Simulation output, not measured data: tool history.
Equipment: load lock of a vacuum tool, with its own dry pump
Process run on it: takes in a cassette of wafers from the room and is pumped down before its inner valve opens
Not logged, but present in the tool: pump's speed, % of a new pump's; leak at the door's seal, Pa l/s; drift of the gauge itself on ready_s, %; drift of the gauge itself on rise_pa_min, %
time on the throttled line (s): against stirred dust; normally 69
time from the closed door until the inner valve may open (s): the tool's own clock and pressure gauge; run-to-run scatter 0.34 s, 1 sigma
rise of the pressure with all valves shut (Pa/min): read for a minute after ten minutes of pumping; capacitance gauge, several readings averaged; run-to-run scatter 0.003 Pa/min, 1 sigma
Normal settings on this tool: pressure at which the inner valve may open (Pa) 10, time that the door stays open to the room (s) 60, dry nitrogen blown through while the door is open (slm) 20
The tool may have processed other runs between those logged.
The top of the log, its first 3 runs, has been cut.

run,hour,time on the throttled line (s),pressure at which the inner valve may open (Pa),time that the door stays open to the room (s),dry nitrogen blown through while the door is open (slm),hours that the pump has run since its overhaul,times that the door has closed on its seal,"incoming humidity of the room's air, %",time from the closed door until the inner valve may open (s),rise of the pressure with all valves shut (Pa/min)
4,895.8,134,10,60,20,10316,26588,48.3,176.2,0.018
5,1148.9,134,10,60,20,10570,27312,45.1,175.1,0.018
6,1386.5,69,20,60,20,10807,27992,43.2,116.8,0.021
7,1719.4,69,10,60,20,11140,28944,47.2,121.7,0.017
8,1988.5,69,10,60,20,11409,29713,52.2,122.2,0.024
9,2161.1,69,10,60,20,11582,30207,43.5,122,0.023
10,2502.4,69,10,157,20,11923,31183,48.4,121.9,0.034
11,2789.3,69,10,157,20,12210,32004,45.7,121.3,0.028
12,3015.3,37,10,60,20,12436,32650,43.7,95,0.023
13,3174.6,37,10,60,20,12595,33105,47.1,94.9,0.017
14,3505.5,37,10,60,20,12926,34052,45.7,94.8,0.02
15,3682.3,37,10,60,20,13103,34557,45.4,94.9,0.02
# hour 3774.5: door's seal changed, seat wiped
16,3910.2,37,10,60,20,13329,388,42.5,94.8,0.019
17,4232.4,37,10,60,20,13652,1309,47.9,94.5,0.025
18,4535.7,37,17,60,5,13955,2177,46.8,91.4,0.035
19,4682.2,58,13,82,4,14101,2596,47.7,110.7,0.035
20,4893.2,58,13,127,4,14312,3199,44.9,111.2,0.052
21,5236.7,69,9,60,20,14656,4181,44.2,121.9,0.021

Forecast run 22:
22,5439.6,69,11,60,9,14859,4762,44.7,?,?

time from the closed door until the inner valve may open (s): 120.6
rise of the pressure with all valves shut (Pa/min): 0.03
Minus the tool's unlogged condition, the same run would have read time from the closed door until the inner valve may open (s) 120.6, rise of the pressure with all valves shut (Pa/min) 0.03.
